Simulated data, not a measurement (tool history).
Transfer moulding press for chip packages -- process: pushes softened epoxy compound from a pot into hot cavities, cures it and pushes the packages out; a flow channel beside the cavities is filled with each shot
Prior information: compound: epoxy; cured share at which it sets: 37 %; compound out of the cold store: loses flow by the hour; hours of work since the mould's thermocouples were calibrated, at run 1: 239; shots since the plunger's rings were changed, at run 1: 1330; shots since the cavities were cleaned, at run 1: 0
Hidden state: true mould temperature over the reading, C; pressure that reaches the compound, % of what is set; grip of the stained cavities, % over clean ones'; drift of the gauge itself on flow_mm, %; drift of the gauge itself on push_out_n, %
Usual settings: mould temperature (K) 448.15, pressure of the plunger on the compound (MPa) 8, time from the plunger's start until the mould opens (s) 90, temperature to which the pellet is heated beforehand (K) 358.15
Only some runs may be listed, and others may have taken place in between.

| run | hour | mould temperature (K) | pressure of the plunger on the compound (MPa) | time from the plunger's start until the mould opens (s) | temperature to which the pellet is heated beforehand (K) | hours of work since the mould's thermocouples were calibrated | shots since the plunger's rings were changed | shots since the cavities were cleaned | incoming compound's hours out of the cold store | length that the compound runs in the flow channel (mm) | greatest force on the pins that push the packages out (N) |
|---|---|---|---|---|---|---|---|---|---|---|---|
| 1 | 0 | 448.15 | 8 | 90 | 358.15 | 239 | 1330 | 0 | 12.2 | 983 | 284 |
| 2 | 20.1 | 448.15 | 8 | 90 | 358.15 | 251 | 1576 | 246 | 20.1 | 948 | 409 |
|  | 41.8 | cavities cleaned with cleaning compound and waxed |
| 3 | 49.4 | 448.15 | 8 | 90 | 358.15 | 267 | 1916 | 93 | 15.9 | 959 | 329 |
| 4 | 75.5 | 448.15 | 8 | 90 | 361.15 | 282 | 2234 | 411 | 8 | 983 | 458 |
|  | 84.6 | cavities cleaned with cleaning compound and waxed |
| 5 | 96.4 | 448.15 | 8 | 90 | 361.15 | 293 | 2471 | 145 | 27 | 914 | 347 |
|  | 125.6 | cavities cleaned with cleaning compound and waxed |
|  | 134 | plunger's sealing rings changed |
| 6 | 137.8 | 448.15 | 8 | 90 | 361.15 | 314 | 47 | 119 | 21.9 | 972 | 332 |
|  | 169.6 | cavities cleaned with cleaning compound and waxed |
| 7 | 178.7 | 448.15 | 8 | 90 | 361.15 | 336 | 528 | 112 | 22.2 | 949 | 328 |
|  | 210.9 | cavities cleaned with cleaning compound and waxed |
| 8 | 220.7 | 448.15 | 8 | 90 | 358.15 | 360 | 1023 | 120 | 42.8 | 873 | 313 |
| 9 | 242.7 | 448.15 | 8 | 94 | 358.15 | 372 | 1291 | 388 | 26.6 | 929 | 371 |
|  | 252.2 | cavities cleaned with cleaning compound and waxed |
| 10 | 270.8 | 448.15 | 8 | 94 | 358.15 | 387 | 1616 | 227 | 39 | 885 | 324 |
|  | 294.8 | cavities cleaned with cleaning compound and waxed |
| 11 | 313.1 | 442.15 | 8 | 94 | 358.15 | 411 | 2115 | 223 | 11.2 | 1001 | 530 |
|  | 316.9 | mould's thermocouples calibrated |
|  | 339.9 | cavities cleaned with cleaning compound and waxed |
| 12 | 349.9 | 442.15 | 8 | 94 | 358.15 | 18 | 2521 | 122 | 19.8 | 949 | 456 |
| 13 | 368.6 | 442.15 | 8 | 94 | 358.15 | 29 | 2750 | 351 | 14.9 | 972 | 606 |
|  | 376.2 | mould's thermocouples calibrated, once more |
|  | 385 | plunger's sealing rings changed |
|  | 386.5 | cavities cleaned with cleaning compound and waxed |
| 14 | 402.4 | 453.15 | 9.34 | 107 | 365.15 | 13 | 195 | 195 | 12.5 | 1063 | 223 |
| 15 | 424.7 | 445.15 | 9.34 | 107 | 354.15 | 25 | 467 | 467 | 34.3 | 1006 | 371 |
|  | 429.1 | cavities cleaned with cleaning compound and waxed |
| 16 | 451.2 | 445.15 | 9.01 | 74 | 354.15 | 40 | 772 | 270 | 28.5 | 997 | 774 |
|  | 471.2 | cavities cleaned with cleaning compound and waxed |
| 17 | 477.5 | 445.15 | 8 | 103 | 358.15 | 54 | 1076 | 77 | 23 | 962 | 269 |
|  | 511.9 | cavities cleaned with cleaning compound and waxed |
| 18 | 511.9 | 445.15 | 6.32 | 103 | 363.15 | 73 | 1477 | 0 | 25.6 | 836 | 225 |
| 19 | 539.4 | 445.15 | 8 | 90 | 358.15 | 88 | 1814 | 337 | 25.1 | 930 | 507 |
|  | 552.7 | cavities cleaned with cleaning compound and waxed |
| 20 | 560.9 | 445.15 | 8 | 90 | 358.15 | 100 | 2058 | 101 | 15.3 | 976 | 415 |
| 21 | 591.4 | 446.15 | 6.67 | 74 | 355.15 | 117 | 2430 | 473 | 47.3 | 771 | 796 |
|  | 595.9 | cavities cleaned with cleaning compound and waxed |
| 22 | 618.5 | 448.15 | 8.45 | 97 | 358.15 | 132 | 2743 | 276 | 15.5 | 969 | 333 |
|  | 632.5 | plunger's sealing rings changed |
|  | 639.8 | cavities cleaned with cleaning compound and waxed |
| 23 | 652.5 | 448.15 | 9.32 | 83 | 359.15 | 149 | 226 | 155 | 33.7 | 992 | 410 |
|  | 680.9 | cavities cleaned with cleaning compound and waxed |
| 24 | 687.8 | 440.15 | 9.32 | 83 | 364.15 | 168 | 639 | 85 | 26.6 | 1054 | 613 |
|  | 723.8 | cavities cleaned with cleaning compound and waxed |
| 25 | 727.8 | 441.15 | 6.3 | 115 | 350.15 | 190 | 1110 | 49 | 20.2 | 874 | 278 |
| 26 | 760.5 | 448.15 | 7.98 | 90 | 353.15 | 209 | 1510 | 449 | 12.8 | 980 | 458 |

Forecast each of these 3 alternatives for the next run:
|  | 764.4 | cavities cleaned with cleaning compound and waxed |
| A | 783.9 | 456.15 | 7.98 | 97 | 353.15 | 221 | 1776 | 238 | 10.5 | ? | ? |
|  | 764.4 | cavities cleaned with cleaning compound and waxed |
| B | 783.9 | 448.15 | 7.98 | 117 | 353.15 | 221 | 1776 | 238 | 16 | ? | ? |
|  | 764.4 | cavities cleaned with cleaning compound and waxed |
| C | 783.9 | 446.15 | 6.09 | 125 | 358.15 | 221 | 1776 | 238 | 22.9 | ? | ? |

| run | length that the compound runs in the flow channel (mm) | greatest force on the pins that push the packages out (N) |
|---|---|---|
| A | 956 | 241 |
| B | 962 | 237 |
| C | 816 | 247 |
Without the tool's unlogged condition, the same runs would have read:
| run | length that the compound runs in the flow channel (mm) | greatest force on the pins that push the packages out (N) |
|---|---|---|
| A | 989 | 159 |
| B | 995 | 153 |
| C | 844 | 162 |
